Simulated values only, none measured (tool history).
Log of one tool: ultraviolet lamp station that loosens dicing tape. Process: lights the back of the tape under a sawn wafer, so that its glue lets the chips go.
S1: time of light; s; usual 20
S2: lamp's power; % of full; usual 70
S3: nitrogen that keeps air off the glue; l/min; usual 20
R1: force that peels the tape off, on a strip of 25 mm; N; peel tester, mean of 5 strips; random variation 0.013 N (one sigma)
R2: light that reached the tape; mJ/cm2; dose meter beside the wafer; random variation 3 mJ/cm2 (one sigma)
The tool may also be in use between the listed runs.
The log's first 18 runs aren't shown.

| run | hour | S1 | S2 | S3 | R1 | R2 |
|---|---|---|---|---|---|---|
| 19 | 820.8 | 20 | 70 | 12 | 1.108 | 362 |
| 20 | 850 | 20 | 70 | 12 | 1.068 | 360 |
| 21 | 890.4 | 20 | 70 | 12 | 1.136 | 350 |
|  | 917.7 | window cleaned of glue's vapour |
| 22 | 923.9 | 20 | 70 | 12 | 0.93 | 394 |
| 23 | 971 | 25 | 78 | 7 | 0.81 | 546 |
| 24 | 1017.4 | 20 | 92 | 16 | 0.585 | 495 |
| 25 | 1072.4 | 22 | 70 | 34 | 0.546 | 422 |
| 26 | 1127.3 | 11 | 72 | 15 | 1.598 | 213 |
| 27 | 1171.4 | 34 | 83 | 15 | 0.311 | 735 |
| 28 | 1217.4 | 14 | 82 | 15 | 1.177 | 291 |
| 29 | 1248.9 | 12 | 70 | 22 | 1.433 | 215 |
| 30 | 1280.1 | 30 | 95 | 7 | 0.563 | 724 |
| 31 | 1332.3 | 40 | 90 | 8 | 0.337 | 886 |
| 32 | 1383.7 | 20 | 70 | 6 | 1.512 | 342 |
|  | 1440.1 | window cleaned of glue's vapour |
| 33 | 1440.1 | 11 | 83 | 20 | 1.276 | 250 |
| 34 | 1496.5 | 15 | 88 | 20 | 0.869 | 350 |
| 35 | 1521.7 | 17 | 63 | 11 | 1.432 | 282 |
| 36 | 1571.1 | 17 | 63 | 7 | 1.699 | 273 |
| 37 | 1619 | 17 | 63 | 7 | 1.682 | 271 |
| 38 | 1660.6 | 11 | 75 | 20 | 1.584 | 207 |
| 39 | 1719.4 | 30 | 86 | 12 | 0.465 | 646 |
| 40 | 1762.8 | 11 | 86 | 8 | 1.734 | 236 |
| 41 | 1824 | 10 | 64 | 8 | 2.253 | 155 |
| 42 | 1851 | 26 | 64 | 20 | 0.736 | 392 |

3 ways to go on from here, each from the tool as it stands after run 42. What would each give?
| A | 1875.7 | 26 | 64 | 14 | ? | ? |
| B | 1875.7 | 15 | 70 | 20 | ? | ? |
| C | 1875.7 | 26 | 90 | 20 | ? | ? |

| run | R1 | R2 |
|---|---|---|
| A | 0.888 | 392 |
| B | 1.291 | 246 |
| C | 0.446 | 552 |
Without the tool's hidden state the same runs would have given:
| run | R1 | R2 |
|---|---|---|
| A | 0.58 | 526 |
| B | 0.927 | 331 |
| C | 0.273 | 742 |

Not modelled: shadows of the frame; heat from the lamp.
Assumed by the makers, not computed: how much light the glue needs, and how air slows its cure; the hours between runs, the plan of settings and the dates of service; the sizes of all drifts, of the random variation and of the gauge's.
